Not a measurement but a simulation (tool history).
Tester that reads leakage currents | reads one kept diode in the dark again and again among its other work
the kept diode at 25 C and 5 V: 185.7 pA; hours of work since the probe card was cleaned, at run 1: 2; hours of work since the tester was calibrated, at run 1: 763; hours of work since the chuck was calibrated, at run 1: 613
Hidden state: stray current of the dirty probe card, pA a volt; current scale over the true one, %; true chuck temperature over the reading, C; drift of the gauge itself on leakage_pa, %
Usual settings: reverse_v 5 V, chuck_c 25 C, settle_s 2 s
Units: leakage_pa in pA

run,hour,reverse_v,chuck_c,settle_s,hours of work since the probe card was cleaned,hours of work since the tester was calibrated,hours of work since the chuck was calibrated,leakage_pa
1,0,5,25,2,2,763,613,186.04
2,59.7,5,25,2,35,796,646,185.53
3,110.9,5,25,2,63,824,674,186.26
4,143.2,5,25,2,81,842,692,186.34
5,191.6,5,25,2,107,868,719,187.32
6,220.8,5,25,2,123,884,735,186.67
7,249.7,5,25,2,139,900,750,186.6
8,295.2,5,25,2,164,925,775,186.77
9,326.5,5,25,2,181,942,793,186.35
10,384.8,5,25,2,213,974,825,186.9
11,452,5,25,2,250,1011,862,186.43
12,503.2,5,25,2,278,1039,890,186.04
13,540.3,5,43,2,299,1059,910,816.6
14,584.4,5,25,2,323,1084,934,187.14
15,613.1,5,25,2,339,1099,950,186.82
16,667.7,5,25,2,369,1129,980,185.96
17,711.5,5,25,2,393,1153,1004,186.32
18,763.8,5,25,4.1,421,1182,1033,186.65
19,804.8,2.31,25,4.1,444,1205,1055,126.33
20,847,5,44,3.32,467,1228,1078,880.58
21,884.7,1.42,24,2.36,488,1249,1099,90.32
22,922.4,5,35,2.32,509,1269,1120,431.71
23,964.8,6.6,25,3.46,532,1293,1143,214.35
24,1015.4,6.6,37,3.46,560,1320,1171,585.07
25,1047.1,5,30,1.41,577,1338,1188,286.82
26,1106.3,1.31,54,7.08,609,1370,1221,944.66
27,1150.6,18.17,21,1.03,634,1394,1245,255.45
28,1202.6,8.96,29,0.96,662,1423,1274,355.04
29,1236.6,8.96,29,0.96,681,1442,1292,353.8
30,1279.8,8.96,29,0.96,705,1465,1316,354.21
31,1311.1,1.29,37,0.7,722,1483,1333,256.09
32,1373,10.68,25,0.8,756,1517,1367,276.74
33,1403,14.26,49,0.8,772,1533,1384,2196.78
34,1456.2,14.26,49,0.8,802,1562,1413,2178.14
35,1497.5,10.55,27,4.98,824,1585,1435,323.31

The same runs without the tool's hidden state, with the same run-to-run variation:
run,leakage_pa
1,186.1
2,185.58
3,186.32
4,186.4
5,187.38
6,186.72
7,186.65
8,186.83
9,186.41
10,186.95
11,186.48
12,186.1
13,816.9
14,187.19
15,186.88
16,186.01
17,186.37
18,186.7
19,126.38
20,880.95
21,90.36
22,431.88
23,214.4
24,585.31
25,286.92
26,945.12
27,255.33
28,355.12
29,353.88
30,354.29
31,256.24
32,276.73
33,2197.82
34,2179.19
35,323.34
